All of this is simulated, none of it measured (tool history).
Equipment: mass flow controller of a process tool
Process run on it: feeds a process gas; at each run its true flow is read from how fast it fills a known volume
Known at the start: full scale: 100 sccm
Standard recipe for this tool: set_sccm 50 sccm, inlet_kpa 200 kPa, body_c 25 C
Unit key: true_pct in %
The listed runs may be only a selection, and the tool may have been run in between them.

run	day	set_sccm	inlet_kpa	body_c	true_pct
1	0	50	200	25	97.14
# day 5.154: controller exchanged for a calibrated one
2	11.771	12	200	25	97.19
3	23.854	12	200	25	96.75
4	40.954	12	200	25	96.03
5	50.933	50	200	25	98.22
6	65.304	50	200	25	97.92
7	78.417	50	200	25	97.81
8	96.008	50	200	25	97.72
9	103.167	50	200	25	97.68
10	111.712	16	200	25	94.34
11	126.158	16	200	25	93.92
12	135.771	34	200	25	96.22
13	145.608	50	238	25	97.22
14	162.183	50	238	25	97.1
15	172.412	50	238	25	96.85
16	186.692	50	238	25	96.74
17	199.25	50	200	21	96.36
# day 200.096: controller's zero set anew
18	212.179	50	200	21	94.95
19	226.938	50	146	25	94.79
20	239.417	91	146	25	97.25
21	255.208	91	146	25	97.15
22	267.767	91	146	25	96.92
23	280.188	55	189	33	95.21
24	288.408	95	195	31	97.49
# day 297.583: controller's zero set anew, once more
25	305.771	39	253	27	98.22
26	318.971	78	200	25	98.81
27	329.721	78	200	25	98.83
28	340.879	78	200	29	98.8
29	352.821	78	200	29	98.78

Run 30 has not been measured yet. What should we expect?
30	362.275	10	210	39	?

{"run 30": {"true_pct": 94.67}}
With no hidden state in the tool, this same run would have given true_pct 98.51 %.
